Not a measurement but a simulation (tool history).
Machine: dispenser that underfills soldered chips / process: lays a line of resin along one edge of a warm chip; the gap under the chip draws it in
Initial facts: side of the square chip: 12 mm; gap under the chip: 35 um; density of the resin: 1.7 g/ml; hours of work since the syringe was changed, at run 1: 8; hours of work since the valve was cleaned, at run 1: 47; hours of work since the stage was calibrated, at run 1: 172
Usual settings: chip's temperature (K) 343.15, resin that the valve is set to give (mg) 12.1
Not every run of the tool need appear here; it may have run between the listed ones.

run	hour	chip's temperature (K)	resin that the valve is set to give (mg)	hours of work since the syringe was changed	hours of work since the valve was cleaned	hours of work since the stage was calibrated	time until the resin shows at the far edge (s)	resin that the valve gave (mg)
1	0.0	343.15	12.1	8	47	172	269.2	11.72
# hour 1.8: new syringe of resin
# hour 15.1: new syringe of resin
2	16.5	343.15	12.1	1	58	183	158.3	11.60
# hour 28.0: new syringe of resin
3	32.3	343.15	14.4	3	69	194	178.8	13.71
# hour 34.6: dispensing valve cleaned and set on the balance
# hour 41.6: new syringe of resin
4	44.0	343.15	14.4	2	6	201	164.3	14.33
5	52.0	343.15	14.4	7	12	206	255.6	14.24
# hour 54.0: new syringe of resin
# hour 66.3: new syringe of resin
6	67.7	343.15	14.4	1	22	217	153.7	14.15
7	76.9	343.15	14.4	7	29	223	255.5	14.16
# hour 79.1: new syringe of resin
8	90.7	343.15	14.4	8	38	232	272.3	14.04
# hour 91.9: new syringe of resin
9	103.7	343.15	14.4	8	47	241	276.6	13.90
# hour 105.2: new syringe of resin
10	113.6	343.15	14.4	6	53	248	222.6	13.85
# hour 118.3: new syringe of resin
11	125.0	343.15	12.7	5	61	256	209.3	12.19
# hour 130.9: new syringe of resin
# hour 138.0: dispensing valve cleaned and set on the balance
12	141.3	343.15	12.7	7	2	266	239.4	12.69
# hour 144.6: new syringe of resin
13	155.1	343.15	12.7	7	12	275	257.5	12.61
# hour 157.4: new syringe of resin
14	161.8	343.15	12.1	3	16	280	186.8	11.96
# hour 169.7: new syringe of resin
15	171.9	356.15	12.1	2	23	286	98.6	11.90
# hour 182.4: new syringe of resin
16	182.4	356.15	12.1	0	30	294	87.0	11.86
17	188.9	334.15	15.1	4	34	298	272.7	14.79
# hour 195.3: new syringe of resin
18	200.9	356.15	14.5	4	42	306	116.7	14.08
# hour 207.6: new syringe of resin
19	209.9	332.15	11.2	2	48	312	255.5	10.80
20	217.9	332.15	11.2	7	54	318	407.0	10.77
# hour 220.1: new syringe of resin
21	228.0	355.15	10.7	5	61	324	148.9	10.26
# hour 233.1: new syringe of resin
22	237.0	345.15	14.1	3	67	331	160.0	13.51
# hour 241.8: dispensing valve cleaned and set on the balance
# hour 247.0: new syringe of resin
23	251.5	345.15	14.1	3	7	340	163.1	14.03
# hour 259.7: new syringe of resin
24	265.2	336.15	11.8	4	16	349	249.5	11.71
# hour 272.7: new syringe of resin
25	281.2	328.15	10.5	6	27	360	416.7	10.32
# hour 285.6: new syringe of resin
26	293.2	334.15	12.5	5	35	368	303.9	12.18
# hour 297.8: new syringe of resin
27	307.0	343.15	10.7	6	44	377	246.4	10.39

Results for each run, recomputed without the tool's hidden state and with each run's random variation untouched:
Hidden state at play: resin's viscosity, % of fresh resin's; dose that the valve gives, % of what is set; true chip temperature over the reading, C; drift of the gauge itself on fill_s, %; drift of the gauge itself on given_mg, %.
run	time until the resin shows at the far edge (s)	resin that the valve gave (mg)
1	152.4	12.12
2	153.4	12.09
3	148.1	14.41
4	150.8	14.42
5	149.6	14.39
6	151.3	14.40
7	150.9	14.47
8	150.3	14.45
9	152.0	14.39
10	149.6	14.40
11	151.2	12.74
12	152.5	12.72
13	152.4	12.71
14	156.4	12.09
15	94.0	12.09
16	95.2	12.11
17	211.1	15.15
18	91.3	14.50
19	240.1	11.17
20	244.5	11.18
21	101.4	10.70
22	138.0	14.15
23	137.6	14.10
24	202.6	11.83
25	289.1	10.51
26	220.4	12.47
27	159.5	10.70
